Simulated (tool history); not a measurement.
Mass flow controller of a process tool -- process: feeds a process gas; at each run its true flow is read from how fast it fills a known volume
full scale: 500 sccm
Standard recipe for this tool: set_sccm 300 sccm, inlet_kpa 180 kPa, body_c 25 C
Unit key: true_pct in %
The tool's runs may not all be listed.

run	hour	set_sccm	inlet_kpa	body_c	true_pct
1	0.0	300	180	25	99.01
2	117.1	300	180	25	98.93
3	237.5	300	180	25	98.88
4	340.3	300	180	25	98.85
5	496.7	300	180	25	98.86
6	654.1	300	180	25	98.79
7	791.3	300	180	25	98.86
8	876.6	300	180	25	98.83
9	991.1	300	180	28	99.21
10	1143.5	300	166	28	99.01
11	1284.8	259	171	36	99.77
12	1373.8	66	180	33	98.32
13	1462.9	94	219	25	97.49
14	1617.8	300	141	20	98.24
15	1709.0	240	180	40	99.90

Alternative continuations, all from the tool just after run 15; predict every row:
A	1868.7	240	189	22	?
B	1868.7	212	180	25	?
C	1868.7	278	218	20	?
D	1868.7	282	261	25	?

run	true_pct
A	98.08
B	98.08
C	98.08
D	98.44
With no hidden state in the tool, these same runs would have given:
run	true_pct
A	98.42
B	98.41
C	98.41
D	98.77
